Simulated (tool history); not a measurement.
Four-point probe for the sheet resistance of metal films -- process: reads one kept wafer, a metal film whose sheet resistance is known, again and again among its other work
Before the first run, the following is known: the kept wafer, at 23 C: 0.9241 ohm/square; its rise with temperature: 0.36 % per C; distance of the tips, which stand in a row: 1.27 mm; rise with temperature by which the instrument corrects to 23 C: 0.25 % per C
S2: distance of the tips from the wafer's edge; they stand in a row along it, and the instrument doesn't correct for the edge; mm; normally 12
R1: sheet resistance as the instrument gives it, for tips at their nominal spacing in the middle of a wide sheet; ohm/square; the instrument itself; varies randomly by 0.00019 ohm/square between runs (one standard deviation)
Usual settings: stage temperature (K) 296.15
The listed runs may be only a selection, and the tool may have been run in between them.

{"run": 1, "day": 0.0, "stage temperature (K)": 296.15, "S2": 12, "R1": 0.924866}
{"run": 2, "day": 2.038, "stage temperature (K)": 307.15, "S2": 12, "R1": 0.93494}
{"run": 3, "day": 4.625, "stage temperature (K)": 307.15, "S2": 12, "R1": 0.934991}
{"run": 4, "day": 8.038, "stage temperature (K)": 296.15, "S2": 12, "R1": 0.924402}
{"run": 5, "day": 10.208, "stage temperature (K)": 296.15, "S2": 12, "R1": 0.924248}
{"run": 6, "day": 13.388, "stage temperature (K)": 295.15, "S2": 12, "R1": 0.923097}
{"run": 7, "day": 17.183, "stage temperature (K)": 295.15, "S2": 12, "R1": 0.923023}
{"run": 8, "day": 19.425, "stage temperature (K)": 304.15, "S2": 12, "R1": 0.931766}
{"run": 9, "day": 21.25, "stage temperature (K)": 297.15, "S2": 12, "R1": 0.92523}
{"run": 10, "day": 24.029, "stage temperature (K)": 297.15, "S2": 12, "R1": 0.92487}
{"run": 11, "day": 26.154, "stage temperature (K)": 294.15, "S2": 12, "R1": 0.921838}
{"run": 12, "day": 28.417, "stage temperature (K)": 296.15, "S2": 12, "R1": 0.923899}
{"run": 13, "day": 32.004, "stage temperature (K)": 296.15, "S2": 12, "R1": 0.923799}
{"run": 14, "day": 33.588, "stage temperature (K)": 296.15, "S2": 9, "R1": 0.927829}
{"run": 15, "day": 37.162, "stage temperature (K)": 296.15, "S2": 12, "R1": 0.923704}
{"run": 16, "day": 39.154, "stage temperature (K)": 296.15, "S2": 12, "R1": 0.923599}
{"run": 17, "day": 40.708, "stage temperature (K)": 296.15, "S2": 12, "R1": 0.923575}
{"run": 18, "day": 42.35, "stage temperature (K)": 296.15, "S2": 12, "R1": 0.923597}
{"run": 19, "day": 43.938, "stage temperature (K)": 307.15, "S2": 12, "R1": 0.934323}
{"run": 20, "day": 46.908, "stage temperature (K)": 296.15, "S2": 12, "R1": 0.923512}
{"run": 21, "day": 48.558, "stage temperature (K)": 296.15, "S2": 33, "R1": 0.918731}
{"run": 22, "day": 50.825, "stage temperature (K)": 296.15, "S2": 33, "R1": 0.91835}
{"run": 23, "day": 52.862, "stage temperature (K)": 296.15, "S2": 33, "R1": 0.918508}
{"run": 24, "day": 56.562, "stage temperature (K)": 296.15, "S2": 33, "R1": 0.918513}
{"run": 25, "day": 59.646, "stage temperature (K)": 303.15, "S2": 73, "R1": 0.924311}
{"run": 26, "day": 61.725, "stage temperature (K)": 303.15, "S2": 73, "R1": 0.924529}
{"run": 27, "day": 64.267, "stage temperature (K)": 303.15, "S2": 73, "R1": 0.923872}
{"run": 28, "day": 66.296, "stage temperature (K)": 303.15, "S2": 73, "R1": 0.924388}
{"run": 29, "day": 68.921, "stage temperature (K)": 293.15, "S2": 14, "R1": 0.918293}
{"run": 30, "day": 72.029, "stage temperature (K)": 293.15, "S2": 63, "R1": 0.914438}
{"run": 31, "day": 74.942, "stage temperature (K)": 296.15, "S2": 11, "R1": 0.923637}
{"run": 32, "day": 77.95, "stage temperature (K)": 293.15, "S2": 12, "R1": 0.919515}
{"run": 33, "day": 81.212, "stage temperature (K)": 296.15, "S2": 56, "R1": 0.916965}
{"run": 34, "day": 83.308, "stage temperature (K)": 293.15, "S2": 61, "R1": 0.914177}
{"run": 35, "day": 85.175, "stage temperature (K)": 293.15, "S2": 61, "R1": 0.913888}
{"run": 36, "day": 88.625, "stage temperature (K)": 293.15, "S2": 61, "R1": 0.913988}
{"run": 37, "day": 90.767, "stage temperature (K)": 293.15, "S2": 24, "R1": 0.915046}
{"run": 38, "day": 94.346, "stage temperature (K)": 304.15, "S2": 59, "R1": 0.924349}
{"run": 39, "day": 97.517, "stage temperature (K)": 304.15, "S2": 59, "R1": 0.924269}
{"run": 40, "day": 99.788, "stage temperature (K)": 304.15, "S2": 59, "R1": 0.924326}
{"run": 41, "day": 102.646, "stage temperature (K)": 296.15, "S2": 15, "R1": 0.919564}
{"run": 42, "day": 106.433, "stage temperature (K)": 304.15, "S2": 3, "R1": 1.004794}
{"run": 43, "day": 107.988, "stage temperature (K)": 298.15, "S2": 38, "R1": 0.918552}
{"run": 44, "day": 111.329, "stage temperature (K)": 299.15, "S2": 34, "R1": 0.919582}

Table of differences, measured result less the result of that run with no hidden state. Run-to-run variation is the same in both. Gauge scatter possibly is not:
The tool's hidden condition here consists of: inner tips' distance over the nominal, %; tips' flats over new ones', %; wafer's true temperature over the reading, C; drift of the gauge itself on sheet_ohm, %.
run=1 R1=-0.005026
run=2 R1=-0.005137
run=3 R1=-0.005215
run=4 R1=-0.005253
run=5 R1=-0.005312
run=6 R1=-0.005391
run=7 R1=-0.005494
run=8 R1=-0.005610
run=9 R1=-0.005617
run=10 R1=-0.005681
run=11 R1=-0.005716
run=12 R1=-0.005799
run=13 R1=-0.005895
run=14 R1=-0.005962
run=15 R1=-0.006032
run=16 R1=-0.006084
run=17 R1=-0.006128
run=18 R1=-0.006177
run=19 R1=-0.006312
run=20 R1=-0.006298
run=21 R1=-0.006315
run=22 R1=-0.006378
run=23 R1=-0.006435
run=24 R1=-0.006527
run=25 R1=-0.006668
run=26 R1=-0.006724
run=27 R1=-0.006786
run=28 R1=-0.006854
run=29 R1=-0.006849
run=30 R1=-0.006919
run=31 R1=-0.007071
run=32 R1=-0.007115
run=33 R1=-0.007191
run=34 R1=-0.007213
run=35 R1=-0.007265
run=36 R1=-0.007356
run=37 R1=-0.007421
run=38 R1=-0.007631
run=39 R1=-0.007723
run=40 R1=-0.007798
run=41 R1=-0.007802
run=42 R1=-0.008610
run=43 R1=-0.007947
run=44 R1=-0.008043
